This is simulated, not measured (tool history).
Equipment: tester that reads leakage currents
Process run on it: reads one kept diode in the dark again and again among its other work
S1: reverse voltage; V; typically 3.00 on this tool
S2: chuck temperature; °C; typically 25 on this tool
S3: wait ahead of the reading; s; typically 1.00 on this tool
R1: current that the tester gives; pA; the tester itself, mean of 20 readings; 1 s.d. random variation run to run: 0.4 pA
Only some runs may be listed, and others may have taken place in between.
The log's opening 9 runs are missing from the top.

Run 10, day 15.275: usual settings. Result: R1 135.89 pA.
Run 11, day 17.183: usual settings but S2 26 °C. Result: R1 145.76 pA.
Run 12, day 18.688: usual settings but S1 5.90 V. Result: R1 182.57 pA.
Run 13, day 20.550: usual settings but S2 24 °C. Result: R1 125.42 pA.
Run 14, day 22.133: usual settings but S3 3.27 s. Result: R1 135.05 pA.
Run 15, day 23.471: usual settings but S3 3.26 s. Result: R1 134.89 pA.
Run 16, day 25.292: usual settings but S2 33 °C. Result: R1 239.85 pA.
Run 17, day 27.529: usual settings but S2 33 °C. Result: R1 237.79 pA.
Run 18, day 29.583: usual settings but S3 2.42 s. Result: R1 134.81 pA.
Run 19, day 31.821: usual settings but S1 1.43 V. Result: R1 97.34 pA.

Expected results for the next run?
Run 20, day 33.154: usual settings but S1 1.43 V. Result: R1 ?.

R1: 97.08 pA
Had the tool carried no hidden state, the very same run would have given R1 95.97 pA.
